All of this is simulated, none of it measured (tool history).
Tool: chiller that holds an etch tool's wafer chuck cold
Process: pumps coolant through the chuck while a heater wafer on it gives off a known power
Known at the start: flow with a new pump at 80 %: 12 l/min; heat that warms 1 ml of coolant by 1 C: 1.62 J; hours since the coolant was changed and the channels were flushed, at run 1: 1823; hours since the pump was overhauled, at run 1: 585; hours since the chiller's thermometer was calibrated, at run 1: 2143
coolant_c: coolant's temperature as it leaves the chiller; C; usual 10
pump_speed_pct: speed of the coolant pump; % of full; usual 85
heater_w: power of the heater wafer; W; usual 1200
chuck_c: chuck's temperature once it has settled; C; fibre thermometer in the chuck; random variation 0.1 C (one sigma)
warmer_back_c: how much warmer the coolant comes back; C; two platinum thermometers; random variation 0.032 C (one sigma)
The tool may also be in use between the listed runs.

run	day	coolant_c	pump_speed_pct	heater_w	hours since the coolant was changed and the channels were flushed	hours since the pump was overhauled	hours since the chiller's thermometer was calibrated	chuck_c	warmer_back_c
1	0	10	85	1200	1823	585	2143	24.8	3.54
2	3.85	14	85	1200	1915	678	2235	28.8	3.58
# day 4.575: chiller's thermometer calibrated
3	7.646	10	85	1200	2005	768	74	25.4	3.52
4	15.379	10	85	1200	2191	953	259	25.8	3.61
5	21.679	10	85	1200	2342	1105	410	25.7	3.62
6	27.408	10	85	1200	2480	1242	548	25.8	3.62
7	31.529	0	85	1200	2578	1341	647	15.8	3.63
8	37.842	10	85	1200	2730	1492	798	25.8	3.67
9	44.654	10	85	1200	2893	1656	962	26	3.66
10	50.983	10	75	1200	3045	1808	1114	27.5	4.18
11	54.938	8	85	1200	3140	1903	1209	24	3.69
12	59.858	8	85	1200	3258	2021	1327	24.3	3.69
13	64.067	13	85	1200	3359	2122	1428	29.3	3.74
14	67.204	13	85	1200	3435	2197	1503	29.2	3.7

The next listed run, before its measurement:
# day 72.067: coolant changed, channels flushed
15	73.371	16	63	1313	31	2339	1645	?	?

chuck_c: 35.7 C
warmer_back_c: 5.53 C
Without the tool's hidden state the same run would have given chuck_c 35.1 C, warmer_back_c 5.15 C.
